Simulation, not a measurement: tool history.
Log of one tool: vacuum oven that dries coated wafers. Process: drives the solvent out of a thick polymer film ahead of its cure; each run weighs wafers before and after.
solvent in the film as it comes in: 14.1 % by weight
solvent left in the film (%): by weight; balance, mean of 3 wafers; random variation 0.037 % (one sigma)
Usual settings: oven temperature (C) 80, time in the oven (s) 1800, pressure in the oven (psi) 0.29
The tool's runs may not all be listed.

run   hour  oven temperature (C)  time in the oven (s)  pressure in the oven (psi)  solvent left in the film (%)
  1      0                    80                  1800                        0.29                          3.33
  2   43.5                    80                  2340                        0.29                          2.65
  3     86                    67                  1800                        0.29                          7.59
  4  125.2                    67                  1800                        0.29                           7.6
  5  160.8                    67                  1800                        0.29                          7.54
  6  183.7                    67                  1800                        0.29                          7.63
       218  -- vacuum gauge cleaned of residue and calibrated
  7  220.7                    67                  1800                        0.29                          7.43
  8  246.2                    90                  1380                       0.614                          2.47
  9  285.9                    90                  1380                       0.614                           2.4
 10  306.7                    74                  2520                        0.29                          3.92
 11  351.9                    74                  2520                        0.29                          3.95

Forecast each of these 4 alternatives for the next run:
  A  390.5                    81                  2460                       0.271                             ?
  B  390.5                    89                  1500                       0.165                             ?
  C  390.5                    77                  2400                        0.29                             ?
  D  390.5                    80                  1800                        0.85                             ?

run  solvent left in the film (%)
  A                          1.99
  B                          1.32
  C                           3.2
  D                           5.3
Without the tool's hidden state the same runs would have given:
run  solvent left in the film (%)
  A                          1.91
  B                          1.26
  C                           3.1
  D                          5.19
